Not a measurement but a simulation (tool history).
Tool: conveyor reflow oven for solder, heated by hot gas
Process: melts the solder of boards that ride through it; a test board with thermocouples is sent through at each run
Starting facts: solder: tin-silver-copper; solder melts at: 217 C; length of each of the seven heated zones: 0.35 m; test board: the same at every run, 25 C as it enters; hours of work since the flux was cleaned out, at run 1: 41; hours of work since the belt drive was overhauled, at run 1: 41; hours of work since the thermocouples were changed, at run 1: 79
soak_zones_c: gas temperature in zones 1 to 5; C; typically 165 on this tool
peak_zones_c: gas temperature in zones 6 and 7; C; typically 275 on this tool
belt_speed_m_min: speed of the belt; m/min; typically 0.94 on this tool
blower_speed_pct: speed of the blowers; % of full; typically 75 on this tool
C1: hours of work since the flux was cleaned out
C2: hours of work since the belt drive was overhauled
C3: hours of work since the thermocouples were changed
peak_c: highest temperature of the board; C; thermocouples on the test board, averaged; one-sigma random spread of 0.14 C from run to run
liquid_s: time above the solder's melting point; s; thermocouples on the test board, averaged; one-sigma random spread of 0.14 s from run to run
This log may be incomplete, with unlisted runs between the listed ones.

run 1 day=0 | soak_zones_c=165 peak_zones_c=275 belt_speed_m_min=0.94 blower_speed_pct=75 | C1=41 C2=41 C3=79 | peak_c=253 liquid_s=31.2
run 2 day=0.442 | soak_zones_c=150 peak_zones_c=275 belt_speed_m_min=0.94 blower_speed_pct=75 | C1=48 C2=48 C3=86 | peak_c=250 liquid_s=27.5
run 3 day=1.112 | soak_zones_c=165 peak_zones_c=275 belt_speed_m_min=0.94 blower_speed_pct=60 | C1=58 C2=58 C3=96 | peak_c=247.7 liquid_s=28.1
run 4 day=1.971 | soak_zones_c=156 peak_zones_c=275 belt_speed_m_min=0.94 blower_speed_pct=75 | C1=71 C2=71 C3=109 | peak_c=251 liquid_s=28.9
run 5 day=2.375 | soak_zones_c=156 peak_zones_c=275 belt_speed_m_min=0.94 blower_speed_pct=75 | C1=77 C2=77 C3=115 | peak_c=250.8 liquid_s=28.7
run 6 day=2.821 | soak_zones_c=156 peak_zones_c=275 belt_speed_m_min=0.94 blower_speed_pct=75 | C1=84 C2=84 C3=122 | peak_c=250.6 liquid_s=28.9
run 7 day=3.408 | soak_zones_c=156 peak_zones_c=275 belt_speed_m_min=0.94 blower_speed_pct=75 | C1=93 C2=93 C3=131 | peak_c=250.5 liquid_s=28.7
run 8 day=4.312 | soak_zones_c=165 peak_zones_c=275 belt_speed_m_min=0.823 blower_speed_pct=75 | C1=107 C2=107 C3=144 | peak_c=257.5 liquid_s=38.4
run 9 day=4.792 | soak_zones_c=166 peak_zones_c=275 belt_speed_m_min=0.918 blower_speed_pct=62 | C1=114 C2=114 C3=152 | peak_c=249.5 liquid_s=29.9
run 10 day=5.167 | soak_zones_c=166 peak_zones_c=275 belt_speed_m_min=0.918 blower_speed_pct=62 | C1=120 C2=120 C3=157 | peak_c=249.4 liquid_s=30.1

Run 11 has not been measured yet. What should we expect?
run 11 day=5.762 | soak_zones_c=161 peak_zones_c=277 belt_speed_m_min=0.94 blower_speed_pct=75 | C1=129 C2=129 C3=166 | peak_c=? liquid_s=?

peak_c: 252.9 C
liquid_s: 30.7 s
The same run, on a tool lacking any hidden state, would have yielded peak_c 254.1 C, liquid_s 31.2 s.

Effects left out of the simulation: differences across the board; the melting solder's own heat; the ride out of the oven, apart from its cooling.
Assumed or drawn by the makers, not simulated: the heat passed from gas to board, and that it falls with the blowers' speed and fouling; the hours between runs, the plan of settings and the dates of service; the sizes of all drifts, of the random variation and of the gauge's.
